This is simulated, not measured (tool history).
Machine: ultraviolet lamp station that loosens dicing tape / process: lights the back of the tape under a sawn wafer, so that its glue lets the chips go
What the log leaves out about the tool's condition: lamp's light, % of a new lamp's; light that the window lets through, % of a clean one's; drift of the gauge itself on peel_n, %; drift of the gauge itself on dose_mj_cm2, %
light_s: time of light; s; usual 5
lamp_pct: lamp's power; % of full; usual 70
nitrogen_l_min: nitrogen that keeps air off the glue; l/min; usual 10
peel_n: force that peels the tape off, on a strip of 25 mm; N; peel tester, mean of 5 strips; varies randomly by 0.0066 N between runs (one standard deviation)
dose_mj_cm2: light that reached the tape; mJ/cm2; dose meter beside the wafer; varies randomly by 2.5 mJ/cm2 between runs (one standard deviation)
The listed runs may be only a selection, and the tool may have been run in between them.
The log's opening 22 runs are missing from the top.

run	hour	light_s	lamp_pct	nitrogen_l_min	hours of work of the lamp	hours of work since the window was cleaned	peel_n	dose_mj_cm2
23	437.9	5	70	4	587	326	1.024	202
24	455.7	5	70	4	601	340	1.100	203
25	476.4	5	89	11	618	357	0.284	256
26	502.2	3	89	5	638	377	1.532	148
27	514.1	6	63	9	648	387	0.505	210
28	528.0	9	61	13	659	398	0.174	307
29	543.8	5	73	16	671	410	0.358	197
30	570.4	5	73	16	693	432	0.361	196
31	590.3	5	90	10	709	447	0.358	235
32	602.7	5	90	10	718	457	0.357	234
33	626.9	3	80	4	738	477	2.145	127

What will run 34 give?
34	639.7	5	69	10	748	487	?	?

{"run 34": {"peel_n": 0.649, "dose_mj_cm2": 179}}
Minus the tool's unlogged condition, the same run would have read peel_n 0.211 N, dose_mj_cm2 300 mJ/cm2.
